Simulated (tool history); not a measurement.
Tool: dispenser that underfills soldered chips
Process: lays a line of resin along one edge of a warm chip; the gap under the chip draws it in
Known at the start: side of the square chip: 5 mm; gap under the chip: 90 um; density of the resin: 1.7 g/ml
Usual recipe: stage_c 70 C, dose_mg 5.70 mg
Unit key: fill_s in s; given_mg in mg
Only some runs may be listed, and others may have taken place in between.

{"run": 1, "day": 0.0, "stage_c": 70, "dose_mg": 5.7, "fill_s": 11.5, "given_mg": 5.47}
{"day": 0.317, "done": "new syringe of resin"}
{"run": 2, "day": 0.317, "stage_c": 85, "dose_mg": 5.7, "fill_s": 5.3, "given_mg": 5.47}
{"run": 3, "day": 0.558, "stage_c": 80, "dose_mg": 5.7, "fill_s": 9.7, "given_mg": 5.61}
{"day": 0.667, "done": "new syringe of resin"}
{"run": 4, "day": 0.858, "stage_c": 80, "dose_mg": 7.13, "fill_s": 8.3, "given_mg": 6.88}
{"day": 1.008, "done": "new syringe of resin"}
{"run": 5, "day": 1.129, "stage_c": 80, "dose_mg": 7.13, "fill_s": 8.2, "given_mg": 6.89}
{"day": 1.35, "done": "new syringe of resin"}
{"run": 6, "day": 1.371, "stage_c": 70, "dose_mg": 5.7, "fill_s": 11.8, "given_mg": 5.46}
{"run": 7, "day": 1.592, "stage_c": 70, "dose_mg": 5.7, "fill_s": 15.2, "given_mg": 5.39}
{"day": 1.708, "done": "new syringe of resin"}
{"run": 8, "day": 1.842, "stage_c": 70, "dose_mg": 5.7, "fill_s": 13.5, "given_mg": 5.28}
{"day": 2.054, "done": "new syringe of resin"}
{"run": 9, "day": 2.054, "stage_c": 70, "dose_mg": 5.7, "fill_s": 11.3, "given_mg": 5.41}
{"run": 10, "day": 2.329, "stage_c": 70, "dose_mg": 5.7, "fill_s": 15.3, "given_mg": 5.33}
{"day": 2.408, "done": "new syringe of resin"}
{"run": 11, "day": 2.65, "stage_c": 70, "dose_mg": 5.71, "fill_s": 14.9, "given_mg": 5.41}
{"day": 2.758, "done": "new syringe of resin"}
{"run": 12, "day": 2.871, "stage_c": 70, "dose_mg": 5.71, "fill_s": 12.3, "given_mg": 5.39}
{"day": 3.104, "done": "new syringe of resin"}
{"run": 13, "day": 3.2, "stage_c": 70, "dose_mg": 5.71, "fill_s": 13.0, "given_mg": 5.36}
{"day": 3.446, "done": "new syringe of resin"}
{"run": 14, "day": 3.538, "stage_c": 63, "dose_mg": 5.09, "fill_s": 19.8, "given_mg": 4.81}
{"run": 15, "day": 3.679, "stage_c": 79, "dose_mg": 5.7, "fill_s": 9.1, "given_mg": 5.42}
{"day": 3.796, "done": "new syringe of resin"}
{"run": 16, "day": 4.021, "stage_c": 66, "dose_mg": 7.33, "fill_s": 18.3, "given_mg": 6.8}
{"day": 4.142, "done": "new syringe of resin"}
{"run": 17, "day": 4.367, "stage_c": 66, "dose_mg": 7.33, "fill_s": 17.5, "given_mg": 6.68}
{"day": 4.483, "done": "new syringe of resin"}
{"run": 18, "day": 4.579, "stage_c": 61, "dose_mg": 5.91, "fill_s": 20.8, "given_mg": 5.36}
{"day": 4.829, "done": "new syringe of resin"}
{"run": 19, "day": 4.896, "stage_c": 79, "dose_mg": 5.7, "fill_s": 8.0, "given_mg": 5.18}
{"day": 5.167, "done": "new syringe of resin"}
{"run": 20, "day": 5.167, "stage_c": 79, "dose_mg": 5.33, "fill_s": 7.1, "given_mg": 4.83}
{"run": 21, "day": 5.342, "stage_c": 79, "dose_mg": 5.33, "fill_s": 9.3, "given_mg": 4.87}
{"run": 22, "day": 5.488, "stage_c": 79, "dose_mg": 5.33, "fill_s": 10.6, "given_mg": 4.84}
{"day": 5.529, "done": "new syringe of resin"}
{"run": 23, "day": 5.708, "stage_c": 65, "dose_mg": 5.46, "fill_s": 18.3, "given_mg": 4.96}
{"day": 5.875, "done": "new syringe of resin"}
{"run": 24, "day": 5.988, "stage_c": 65, "dose_mg": 5.46, "fill_s": 16.9, "given_mg": 5.02}
{"day": 6.083, "done": "dispensing valve cleaned and set on the balance"}
{"run": 25, "day": 6.179, "stage_c": 66, "dose_mg": 5.55, "fill_s": 18.1, "given_mg": 5.64}
{"day": 6.262, "done": "new syringe of resin"}
{"run": 26, "day": 6.367, "stage_c": 66, "dose_mg": 5.55, "fill_s": 15.6, "given_mg": 5.5}

What if the next run were any one of these 5? Each begins from the tool's condition after run 26:
{"run": "A", "day": 6.546, "stage_c": 66, "dose_mg": 7.05, "fill_s": "?", "given_mg": "?"}
{"run": "B", "day": 6.546, "stage_c": 85, "dose_mg": 5.55, "fill_s": "?", "given_mg": "?"}
{"run": "C", "day": 6.546, "stage_c": 63, "dose_mg": 6.37, "fill_s": "?", "given_mg": "?"}
{"run": "D", "day": 6.546, "stage_c": 66, "dose_mg": 4.81, "fill_s": "?", "given_mg": "?"}
{"run": "E", "day": 6.546, "stage_c": 58, "dose_mg": 6.05, "fill_s": "?", "given_mg": "?"}

run=A fill_s=18.6 given_mg=7.05
run=B fill_s=7.6 given_mg=5.45
run=C fill_s=21.7 given_mg=6.37
run=D fill_s=20.1 given_mg=4.82
run=E fill_s=28.2 given_mg=6.01
Without the tool's unlogged condition, the same runs would have read:
run=A fill_s=14.4 given_mg=7.10
run=B fill_s=5.9 given_mg=5.49
run=C fill_s=16.8 given_mg=6.41
run=D fill_s=15.6 given_mg=4.86
run=E fill_s=21.7 given_mg=6.05
